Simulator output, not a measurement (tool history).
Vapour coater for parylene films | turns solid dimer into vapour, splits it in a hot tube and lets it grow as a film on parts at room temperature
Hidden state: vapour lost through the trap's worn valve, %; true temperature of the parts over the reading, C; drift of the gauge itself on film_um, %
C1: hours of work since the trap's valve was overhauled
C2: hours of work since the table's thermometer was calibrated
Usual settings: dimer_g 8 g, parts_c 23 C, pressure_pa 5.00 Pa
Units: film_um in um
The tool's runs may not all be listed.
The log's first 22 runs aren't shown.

{"run": 23, "hour": 317.1, "dimer_g": 8, "parts_c": 23, "pressure_pa": 5.0, "C1": 194, "C2": 732, "film_um": 1.55}
{"run": 24, "hour": 329.3, "dimer_g": 8, "parts_c": 23, "pressure_pa": 5.0, "C1": 204, "C2": 742, "film_um": 1.54}
{"run": 25, "hour": 338.5, "dimer_g": 8, "parts_c": 23, "pressure_pa": 5.0, "C1": 212, "C2": 749, "film_um": 1.5}
{"run": 26, "hour": 350.1, "dimer_g": 8, "parts_c": 23, "pressure_pa": 5.0, "C1": 221, "C2": 759, "film_um": 1.49}
{"run": 27, "hour": 361.8, "dimer_g": 8, "parts_c": 29, "pressure_pa": 3.67, "C1": 231, "C2": 768, "film_um": 1.24}
{"run": 28, "hour": 375.0, "dimer_g": 8, "parts_c": 29, "pressure_pa": 3.67, "C1": 241, "C2": 779, "film_um": 1.26}
{"run": 29, "hour": 388.7, "dimer_g": 4, "parts_c": 28, "pressure_pa": 2.49, "C1": 252, "C2": 790, "film_um": 0.69}
{"run": 30, "hour": 407.4, "dimer_g": 3, "parts_c": 18, "pressure_pa": 5.6, "C1": 268, "C2": 806, "film_um": 0.63}
{"run": 31, "hour": 420.2, "dimer_g": 3, "parts_c": 18, "pressure_pa": 5.6, "C1": 278, "C2": 816, "film_um": 0.63}
{"run": 32, "hour": 433.8, "dimer_g": 11, "parts_c": 23, "pressure_pa": 8.07, "C1": 289, "C2": 827, "film_um": 1.82}
{"run": 33, "hour": 444.8, "dimer_g": 11, "parts_c": 30, "pressure_pa": 10.86, "C1": 298, "C2": 836, "film_um": 1.38}
{"hour": 459.5, "done": "trap's valve overhauled"}
{"run": 34, "hour": 460.1, "dimer_g": 8, "parts_c": 19, "pressure_pa": 7.7, "C1": 0, "C2": 845, "film_um": 1.82}
{"run": 35, "hour": 476.7, "dimer_g": 4, "parts_c": 16, "pressure_pa": 3.49, "C1": 14, "C2": 859, "film_um": 1.12}
{"run": 36, "hour": 488.1, "dimer_g": 12, "parts_c": 22, "pressure_pa": 6.97, "C1": 23, "C2": 868, "film_um": 2.41}
{"run": 37, "hour": 506.6, "dimer_g": 8, "parts_c": 23, "pressure_pa": 3.38, "C1": 38, "C2": 883, "film_um": 1.71}
{"run": 38, "hour": 526.2, "dimer_g": 8, "parts_c": 23, "pressure_pa": 3.38, "C1": 54, "C2": 899, "film_um": 1.69}
{"run": 39, "hour": 536.2, "dimer_g": 8, "parts_c": 20, "pressure_pa": 2.46, "C1": 63, "C2": 907, "film_um": 1.97}
{"run": 40, "hour": 550.7, "dimer_g": 8, "parts_c": 20, "pressure_pa": 2.46, "C1": 74, "C2": 919, "film_um": 1.99}
{"run": 41, "hour": 559.9, "dimer_g": 10, "parts_c": 23, "pressure_pa": 7.34, "C1": 82, "C2": 927, "film_um": 1.91}
{"run": 42, "hour": 568.2, "dimer_g": 13, "parts_c": 35, "pressure_pa": 4.03, "C1": 89, "C2": 933, "film_um": 1.73}
{"run": 43, "hour": 585.5, "dimer_g": 8, "parts_c": 24, "pressure_pa": 5.0, "C1": 103, "C2": 948, "film_um": 1.52}
{"run": 44, "hour": 594.9, "dimer_g": 4, "parts_c": 26, "pressure_pa": 11.0, "C1": 110, "C2": 955, "film_um": 0.63}
{"run": 45, "hour": 604.6, "dimer_g": 4, "parts_c": 26, "pressure_pa": 11.0, "C1": 118, "C2": 963, "film_um": 0.63}
{"run": 46, "hour": 616.2, "dimer_g": 11, "parts_c": 16, "pressure_pa": 9.97, "C1": 128, "C2": 973, "film_um": 2.51}

Forecast each of these 5 alternatives for the next run:
{"run": "A", "hour": 626.1, "dimer_g": 4, "parts_c": 34, "pressure_pa": 3.08, "C1": 136, "C2": 981, "film_um": "?"}
{"run": "B", "hour": 626.1, "dimer_g": 10, "parts_c": 17, "pressure_pa": 9.97, "C1": 136, "C2": 981, "film_um": "?"}
{"run": "C", "hour": 626.1, "dimer_g": 6, "parts_c": 16, "pressure_pa": 9.97, "C1": 136, "C2": 981, "film_um": "?"}
{"run": "D", "hour": 626.1, "dimer_g": 11, "parts_c": 22, "pressure_pa": 2.4, "C1": 136, "C2": 981, "film_um": "?"}
{"run": "E", "hour": 626.1, "dimer_g": 8, "parts_c": 23, "pressure_pa": 2.71, "C1": 136, "C2": 981, "film_um": "?"}

run=A film_um=0.56
run=B film_um=2.14
run=C film_um=1.34
run=D film_um=2.47
run=E film_um=1.69
Without the tool's hidden state the same runs would have given:
run=A film_um=0.62
run=B film_um=2.39
run=C film_um=1.50
run=D film_um=2.75
run=E film_um=1.89
